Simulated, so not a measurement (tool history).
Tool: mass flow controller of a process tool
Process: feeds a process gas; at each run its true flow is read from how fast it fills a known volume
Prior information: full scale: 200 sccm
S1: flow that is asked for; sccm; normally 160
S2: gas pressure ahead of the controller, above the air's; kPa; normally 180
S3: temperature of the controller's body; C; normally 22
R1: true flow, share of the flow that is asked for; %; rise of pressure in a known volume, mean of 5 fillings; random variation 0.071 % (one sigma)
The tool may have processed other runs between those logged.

{"run": 1, "hour": 0.0, "S1": 160, "S2": 180, "S3": 22, "R1": 99.61}
{"run": 2, "hour": 165.5, "S1": 160, "S2": 180, "S3": 24, "R1": 99.67}
{"run": 3, "hour": 455.9, "S1": 94, "S2": 180, "S3": 22, "R1": 98.59}
{"run": 4, "hour": 623.6, "S1": 94, "S2": 180, "S3": 22, "R1": 98.46}
{"run": 5, "hour": 855.9, "S1": 94, "S2": 180, "S3": 22, "R1": 98.34}
{"run": 6, "hour": 1130.4, "S1": 160, "S2": 180, "S3": 22, "R1": 99.64}
{"run": 7, "hour": 1443.5, "S1": 160, "S2": 180, "S3": 22, "R1": 99.52}
{"run": 8, "hour": 1687.5, "S1": 46, "S2": 180, "S3": 22, "R1": 95.53}
{"run": 9, "hour": 2010.3, "S1": 160, "S2": 180, "S3": 27, "R1": 99.72}
{"run": 10, "hour": 2376.2, "S1": 160, "S2": 180, "S3": 27, "R1": 99.69}
{"run": 11, "hour": 2543.5, "S1": 160, "S2": 181, "S3": 22, "R1": 99.4}
{"run": 12, "hour": 2733.1, "S1": 160, "S2": 181, "S3": 22, "R1": 99.29}
{"run": 13, "hour": 2894.5, "S1": 160, "S2": 181, "S3": 22, "R1": 99.48}
{"hour": 3057.3, "done": "controller's zero set anew"}
{"run": 14, "hour": 3250.8, "S1": 160, "S2": 181, "S3": 22, "R1": 98.57}
{"run": 15, "hour": 3471.0, "S1": 160, "S2": 180, "S3": 22, "R1": 98.62}
{"run": 16, "hour": 3686.1, "S1": 160, "S2": 180, "S3": 40, "R1": 99.1}
{"run": 17, "hour": 3952.0, "S1": 160, "S2": 180, "S3": 22, "R1": 98.63}
{"hour": 4006.8, "done": "controller's zero set anew, once more"}
{"run": 18, "hour": 4129.6, "S1": 160, "S2": 180, "S3": 22, "R1": 101.2}
{"run": 19, "hour": 4327.5, "S1": 160, "S2": 180, "S3": 22, "R1": 101.12}
{"run": 20, "hour": 4682.7, "S1": 160, "S2": 211, "S3": 22, "R1": 100.92}
{"run": 21, "hour": 5024.7, "S1": 160, "S2": 211, "S3": 22, "R1": 100.92}
{"run": 22, "hour": 5379.2, "S1": 160, "S2": 180, "S3": 29, "R1": 101.3}
{"run": 23, "hour": 5561.9, "S1": 86, "S2": 238, "S3": 35, "R1": 100.25}
{"run": 24, "hour": 5829.6, "S1": 160, "S2": 275, "S3": 22, "R1": 100.35}
{"run": 25, "hour": 6191.3, "S1": 39, "S2": 159, "S3": 39, "R1": 98.86}
{"run": 26, "hour": 6355.6, "S1": 160, "S2": 180, "S3": 39, "R1": 101.52}
{"run": 27, "hour": 6716.1, "S1": 72, "S2": 180, "S3": 22, "R1": 99.54}
{"run": 28, "hour": 7052.1, "S1": 44, "S2": 265, "S3": 27, "R1": 97.22}
{"run": 29, "hour": 7225.3, "S1": 44, "S2": 177, "S3": 36, "R1": 98.01}
{"run": 30, "hour": 7402.5, "S1": 39, "S2": 150, "S3": 36, "R1": 97.56}
{"run": 31, "hour": 7694.8, "S1": 39, "S2": 213, "S3": 34, "R1": 96.86}
{"run": 32, "hour": 7891.8, "S1": 41, "S2": 180, "S3": 22, "R1": 96.85}
{"run": 33, "hour": 8120.1, "S1": 41, "S2": 188, "S3": 21, "R1": 96.61}
{"run": 34, "hour": 8464.2, "S1": 21, "S2": 247, "S3": 33, "R1": 90.73}
{"run": 35, "hour": 8766.7, "S1": 23, "S2": 247, "S3": 31, "R1": 91.16}
{"run": 36, "hour": 8926.1, "S1": 23, "S2": 247, "S3": 24, "R1": 90.62}
{"run": 37, "hour": 9272.2, "S1": 51, "S2": 180, "S3": 22, "R1": 96.69}
{"run": 38, "hour": 9612.9, "S1": 41, "S2": 167, "S3": 32, "R1": 95.55}
{"hour": 9694.0, "done": "controller's zero set anew"}
{"run": 39, "hour": 9916.4, "S1": 68, "S2": 279, "S3": 32, "R1": 101.46}
{"run": 40, "hour": 10088.0, "S1": 36, "S2": 254, "S3": 22, "R1": 100.84}
{"run": 41, "hour": 10353.5, "S1": 146, "S2": 151, "S3": 38, "R1": 103.02}

4 ways to go on from here, each from the tool as it stands after run 41. What would each give?
{"run": "A", "hour": 10501.1, "S1": 20, "S2": 214, "S3": 34, "R1": "?"}
{"run": "B", "hour": 10501.1, "S1": 146, "S2": 186, "S3": 25, "R1": "?"}
{"run": "C", "hour": 10501.1, "S1": 84, "S2": 203, "S3": 22, "R1": "?"}
{"run": "D", "hour": 10501.1, "S1": 27, "S2": 180, "S3": 21, "R1": "?"}

run=A R1=100.06
run=B R1=102.54
run=C R1=101.81
run=D R1=100.45
The same runs, with their run-to-run variation unchanged, on a tool lacking any hidden condition would have given:
run=A R1=99.22
run=B R1=99.92
run=C R1=99.39
run=D R1=99.08
